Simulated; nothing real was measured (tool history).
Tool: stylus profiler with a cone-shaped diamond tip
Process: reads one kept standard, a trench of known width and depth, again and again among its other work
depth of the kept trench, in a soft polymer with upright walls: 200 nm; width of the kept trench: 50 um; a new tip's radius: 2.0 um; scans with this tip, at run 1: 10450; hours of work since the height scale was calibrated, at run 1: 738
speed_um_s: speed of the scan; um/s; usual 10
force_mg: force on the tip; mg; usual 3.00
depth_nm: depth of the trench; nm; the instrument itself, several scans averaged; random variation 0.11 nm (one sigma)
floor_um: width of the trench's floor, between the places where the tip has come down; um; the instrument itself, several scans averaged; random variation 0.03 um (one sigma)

run	hour	speed_um_s	force_mg	scans with this tip	hours of work since the height scale was calibrated	depth_nm	floor_um
1	0.0	10	3.00	10450	738	201.13	47.52
2	26.8	10	3.00	10750	759	200.95	47.59
3	45.5	10	3.00	10960	774	201.08	47.53
4	62.5	10	3.00	11150	788	201.20	47.54
5	89.2	10	3.00	11450	809	201.20	47.51
6	104.6	10	3.00	11623	821	201.08	47.49
7	130.7	10	3.00	11915	842	200.96	47.50
8	147.1	6	3.00	12099	855	200.96	47.48
9	167.9	6	3.00	12332	871	200.89	47.51
10	189.3	6	3.00	12572	888	201.11	47.44
11	221.1	6	3.00	12928	913	200.94	47.39
12	236.5	6	4.01	13101	925	201.43	47.46
13	261.9	6	4.01	13386	946	201.45	47.44
14	282.3	10	3.86	13614	962	201.09	47.45
15	306.9	10	3.86	13890	981	201.29	47.36
16	323.4	10	3.86	14075	994	201.11	47.40
17	350.3	3	3.00	14377	1016	200.72	47.41
18	377.1	10	3.00	14677	1037	201.09	47.31
19	391.3	10	3.00	14836	1048	200.94	47.40
20	406.6	34	3.00	15007	1060	200.71	47.18
21	430.2	34	3.00	15272	1079	200.89	47.18
22	444.3	34	3.00	15429	1090	200.91	47.20
23	462.6	22	2.24	15635	1104	200.50	47.21
24	493.3	10	7.16	15980	1129	201.87	47.31
25	507.7	33	3.10	16141	1140	200.90	47.19
26	524.5	33	3.10	16329	1153	200.76	47.16
27	539.0	35	5.95	16491	1165	201.71	47.21
28	554.9	30	3.27	16669	1177	200.80	47.14
29	575.5	30	3.27	16900	1194	200.82	47.20
30	591.6	10	3.34	17081	1207	200.86	47.26
31	624.9	3	3.34	17454	1233	200.78	47.31
32	648.2	2	8.86	17715	1251	202.33	47.23
33	674.9	4	7.85	18014	1272	202.24	47.29
34	700.2	6	8.28	18298	1293	202.19	47.20
35	717.1	30	1.82	18487	1306	200.54	47.03
36	742.1	30	1.82	18767	1326	200.25	47.00
37	773.1	30	1.82	19115	1350	200.33	47.02
38	795.0	30	1.25	19360	1368	199.86	46.98

5 ways to go on from here, each from the tool as it stands after run 38. What would each give?
A	810.8	4	3.00	19538	1380	?	?
B	810.8	4	5.83	19538	1380	?	?
C	810.8	8	3.71	19538	1380	?	?
D	810.8	4	1.25	19538	1380	?	?
E	810.8	9	1.93	19538	1380	?	?

run	depth_nm	floor_um
A	200.75	47.25
B	201.54	47.25
C	200.88	47.16
D	199.99	47.18
E	200.32	47.11
Without the tool's hidden state the same runs would have given:
run	depth_nm	floor_um
A	201.53	48.30
B	202.32	48.29
C	201.66	48.20
D	200.77	48.22
E	201.10	48.15
